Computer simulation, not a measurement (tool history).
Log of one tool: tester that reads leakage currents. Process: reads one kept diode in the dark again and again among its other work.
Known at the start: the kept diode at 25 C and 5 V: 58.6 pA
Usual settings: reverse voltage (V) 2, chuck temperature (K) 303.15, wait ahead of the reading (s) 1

run,day,reverse voltage (V),chuck temperature (K),wait ahead of the reading (s),current that the tester gives (pA)
1,0,2,303.15,1,56.31
2,1.579,2,303.15,0.68,56.78
3,3.75,2,303.15,0.68,56.65
4,6.675,2,303.15,0.68,57.04
5,9.05,2,303.15,1,56.89
# day 10.642: chuck's temperature calibrated
6,11.408,2,303.15,1,59.02
7,14.392,2,303.15,1,59.2
8,16.992,2,303.15,1,59.68
9,18.788,2,303.15,1,59.94
10,21.058,2,303.15,1,59.72
11,24.058,2,303.15,1,60.37
12,26.096,2,303.15,1,59.75
13,29.288,2,303.15,1.54,60.53
# day 31.212: chuck's temperature calibrated, once more
14,31.471,2,303.15,1.54,50.58
15,33.833,2,303.15,1.54,50.72
16,35.546,2,303.15,1.54,50.73
17,37.921,3.33,303.15,1.54,69.71
18,41.438,3.33,303.15,1.54,70.34
19,44.012,3.33,303.15,1.54,70.43
20,47.9,19.04,303.15,1.54,208.9
21,49.592,2,298.15,0.43,37.86
22,51.9,10.75,313.15,0.67,291.19
23,54.167,2,319.15,0.99,155.99
24,56.1,1.25,303.15,9.5,39.08
25,58.917,4.01,303.15,1,80.93
26,62.462,1.13,318.15,1,104.32
27,64.367,1.13,318.15,1,104.48
28,66.675,1.13,318.15,1,104.66
29,70.521,1.13,318.15,1,104.99
30,73.067,2,332.15,1,359.58
31,75.929,2,332.15,1,357.71
32,78.983,1.27,303.15,0.33,42.05
33,81.604,1.51,303.15,1,45.92
34,85.279,1.51,303.15,1,46.1
35,87.588,10.76,301.15,1.64,136.67
36,90.225,2,326.15,1,249.9
37,93.796,5.78,324.15,6.49,418.99
38,96.596,17.69,293.15,0.37,129.93
39,98.35,1.27,315.15,1.64,95.08

Some steps in current that the tester gives (pA) between neighbouring runs. How much of each would the tool show without its hidden state too (settings, what came in, random variation), and how much is left for the hidden state, with any gauge scatter that isn't in both results?
The hidden state here: stray current of the dirty probe card, pA a volt; current scale over the true one, %; true chuck temperature over the reading, C; drift of the gauge itself on leakage_pa, %.
Run 29 -> 30: reverse voltage (V) 1.13 -> 2, chuck temperature (K) 318.15 -> 332.15. current that the tester gives (pA) +254.59: hidden state +8.92, all else +245.67.
Run 31 -> 32: reverse voltage (V) 2 -> 1.27, chuck temperature (K) 332.15 -> 303.15, wait ahead of the reading (s) 1 -> 0.33. current that the tester gives (pA) -315.66: hidden state -11.27, all else -304.39.
Run 34 -> 35: reverse voltage (V) 1.51 -> 10.76, chuck temperature (K) 303.15 -> 301.15, wait ahead of the reading (s) 1 -> 1.64. current that the tester gives (pA) +90.57: hidden state +14.1, all else +76.47.
Run 36 -> 37: reverse voltage (V) 2 -> 5.78, chuck temperature (K) 326.15 -> 324.15, wait ahead of the reading (s) 1 -> 6.49. current that the tester gives (pA) +169.09: hidden state +14.01, all else +155.08.
Run 37 -> 38: reverse voltage (V) 5.78 -> 17.69, chuck temperature (K) 324.15 -> 293.15, wait ahead of the reading (s) 6.49 -> 0.37. current that the tester gives (pA) -289.06: hidden state -2.35, all else -286.71.
Run 38 -> 39: reverse voltage (V) 17.69 -> 1.27, chuck temperature (K) 293.15 -> 315.15, wait ahead of the reading (s) 0.37 -> 1.64. current that the tester gives (pA) -34.85: hidden state -18.86, all else -15.99.
